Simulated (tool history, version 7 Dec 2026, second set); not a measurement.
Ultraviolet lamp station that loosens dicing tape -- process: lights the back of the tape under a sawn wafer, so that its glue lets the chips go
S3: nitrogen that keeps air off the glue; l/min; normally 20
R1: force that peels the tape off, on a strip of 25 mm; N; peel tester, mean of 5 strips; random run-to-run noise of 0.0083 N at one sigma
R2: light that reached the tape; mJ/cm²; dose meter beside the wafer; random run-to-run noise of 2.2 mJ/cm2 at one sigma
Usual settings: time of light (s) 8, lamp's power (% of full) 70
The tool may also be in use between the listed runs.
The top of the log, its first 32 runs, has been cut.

run 33 day=8.296 | time_of_light_(s)=9 lamp's_power_(%_of_full)=90 S3=27 | R1=0.223 R2=247
run 34 day=8.642 | time_of_light_(s)=8 lamp's_power_(%_of_full)=79 S3=20 | R1=0.305 R2=184
run 35 day=8.867 | time_of_light_(s)=11 lamp's_power_(%_of_full)=70 S3=20 | R1=0.259 R2=233
run 36 day=9.042 | time_of_light_(s)=11 lamp's_power_(%_of_full)=70 S3=20 | R1=0.26 R2=228
run 37 day=9.346 | time_of_light_(s)=13 lamp's_power_(%_of_full)=70 S3=34 | R1=0.21 R2=274
run 38 day=9.575 | time_of_light_(s)=13 lamp's_power_(%_of_full)=88 S3=34 | R1=0.188 R2=343
run 39 day=9.804 | time_of_light_(s)=9 lamp's_power_(%_of_full)=70 S3=14 | R1=0.37 R2=191
run 40 day=9.975 | time_of_light_(s)=9 lamp's_power_(%_of_full)=70 S3=9 | R1=0.467 R2=191
run 41 day=10.15 | time_of_light_(s)=9 lamp's_power_(%_of_full)=89 S3=9 | R1=0.322 R2=241
run 42 day=10.479 | time_of_light_(s)=4 lamp's_power_(%_of_full)=78 S3=20 | R1=0.933 R2=93
run 43 day=10.646 | time_of_light_(s)=5 lamp's_power_(%_of_full)=70 S3=23 | R1=0.771 R2=108
run 44 day=10.975 | time_of_light_(s)=5 lamp's_power_(%_of_full)=70 S3=23 | R1=0.749 R2=103

Here are 3 independent what-if runs from the current tool condition. What would each one return?
run A day=11.333 | time_of_light_(s)=7 lamp's_power_(%_of_full)=93 S3=23 | R1=? R2=?
run B day=11.333 | time_of_light_(s)=8 lamp's_power_(%_of_full)=88 S3=20 | R1=? R2=?
run C day=11.333 | time_of_light_(s)=8 lamp's_power_(%_of_full)=70 S3=17 | R1=? R2=?

run=A R1=0.301 R2=196
run=B R1=0.282 R2=210
run=C R1=0.431 R2=167
What these runs would have given with no unlogged condition in the tool:
run=A R1=0.252 R2=225
run=B R1=0.238 R2=241
run=C R1=0.35 R2=192
